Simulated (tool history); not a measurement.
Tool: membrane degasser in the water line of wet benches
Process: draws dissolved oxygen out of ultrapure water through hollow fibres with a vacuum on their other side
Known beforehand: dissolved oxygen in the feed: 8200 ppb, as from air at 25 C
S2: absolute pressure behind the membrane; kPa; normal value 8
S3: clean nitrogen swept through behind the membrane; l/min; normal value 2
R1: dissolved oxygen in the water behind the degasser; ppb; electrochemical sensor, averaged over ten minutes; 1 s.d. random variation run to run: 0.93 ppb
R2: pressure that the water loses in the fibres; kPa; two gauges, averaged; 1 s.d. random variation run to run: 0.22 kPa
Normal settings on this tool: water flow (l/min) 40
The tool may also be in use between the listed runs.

{"run": 1, "hour": 0.0, "water flow (l/min)": 40, "S2": 8, "S3": 2, "R1": 215.2, "R2": 54.59}
{"run": 2, "hour": 49.6, "water flow (l/min)": 40, "S2": 8, "S3": 2, "R1": 213.7, "R2": 54.58}
{"run": 3, "hour": 127.7, "water flow (l/min)": 40, "S2": 8, "S3": 2, "R1": 214.1, "R2": 54.55}
{"run": 4, "hour": 175.2, "water flow (l/min)": 40, "S2": 19.93, "S3": 2, "R1": 699.3, "R2": 54.51}
{"run": 5, "hour": 257.7, "water flow (l/min)": 40, "S2": 19.93, "S3": 2, "R1": 696, "R2": 54.26}
{"run": 6, "hour": 327.2, "water flow (l/min)": 40, "S2": 19.93, "S3": 2, "R1": 698.9, "R2": 54.82}
{"run": 7, "hour": 411.7, "water flow (l/min)": 40, "S2": 13.06, "S3": 2, "R1": 426.4, "R2": 55.31}
{"run": 8, "hour": 477.8, "water flow (l/min)": 40, "S2": 13.06, "S3": 2, "R1": 423.8, "R2": 54.68}
{"run": 9, "hour": 545.3, "water flow (l/min)": 27, "S2": 12.46, "S3": 1.22, "R1": 434.6, "R2": 36.76}
{"run": 10, "hour": 642.6, "water flow (l/min)": 52, "S2": 13.79, "S3": 2.74, "R1": 444.4, "R2": 70.8}
{"run": 11, "hour": 700.0, "water flow (l/min)": 52, "S2": 16, "S3": 1.13, "R1": 1049.6, "R2": 71.03}
{"hour": 706.0, "done": "vacuum gauge calibrated"}
{"run": 12, "hour": 799.7, "water flow (l/min)": 52, "S2": 16, "S3": 1.13, "R1": 1053.5, "R2": 71.29}
{"run": 13, "hour": 849.3, "water flow (l/min)": 39, "S2": 12.69, "S3": 3.93, "R1": 221.5, "R2": 53.14}
{"run": 14, "hour": 937.6, "water flow (l/min)": 40, "S2": 9.68, "S3": 2.47, "R1": 240.2, "R2": 54.31}
{"run": 15, "hour": 1027.8, "water flow (l/min)": 40, "S2": 5.02, "S3": 1.59, "R1": 106, "R2": 55.24}

Alternative continuations, all from the tool just after run 15; predict every row:
{"run": "A", "hour": 1096.9, "water flow (l/min)": 40, "S2": 16.03, "S3": 2, "R1": "?", "R2": "?"}
{"run": "B", "hour": 1096.9, "water flow (l/min)": 28, "S2": 7.15, "S3": 2.1, "R1": "?", "R2": "?"}
{"run": "C", "hour": 1096.9, "water flow (l/min)": 40, "S2": 8, "S3": 2.36, "R1": "?", "R2": "?"}
{"run": "D", "hour": 1096.9, "water flow (l/min)": 40, "S2": 5.02, "S3": 0.94, "R1": "?", "R2": "?"}
{"run": "E", "hour": 1096.9, "water flow (l/min)": 40, "S2": 8.4, "S3": 2, "R1": "?", "R2": "?"}

run=A R1=540 R2=55.09
run=B R1=123.7 R2=38.61
run=C R1=187.3 R2=54.76
run=D R1=161.6 R2=54.47
run=E R1=234 R2=54.87
What these runs would have given with no unlogged condition in the tool:
run=A R1=535.2 R2=54.65
run=B R1=120.7 R2=38.29
run=C R1=183.7 R2=54.32
run=D R1=155 R2=54.03
run=E R1=229.8 R2=54.42

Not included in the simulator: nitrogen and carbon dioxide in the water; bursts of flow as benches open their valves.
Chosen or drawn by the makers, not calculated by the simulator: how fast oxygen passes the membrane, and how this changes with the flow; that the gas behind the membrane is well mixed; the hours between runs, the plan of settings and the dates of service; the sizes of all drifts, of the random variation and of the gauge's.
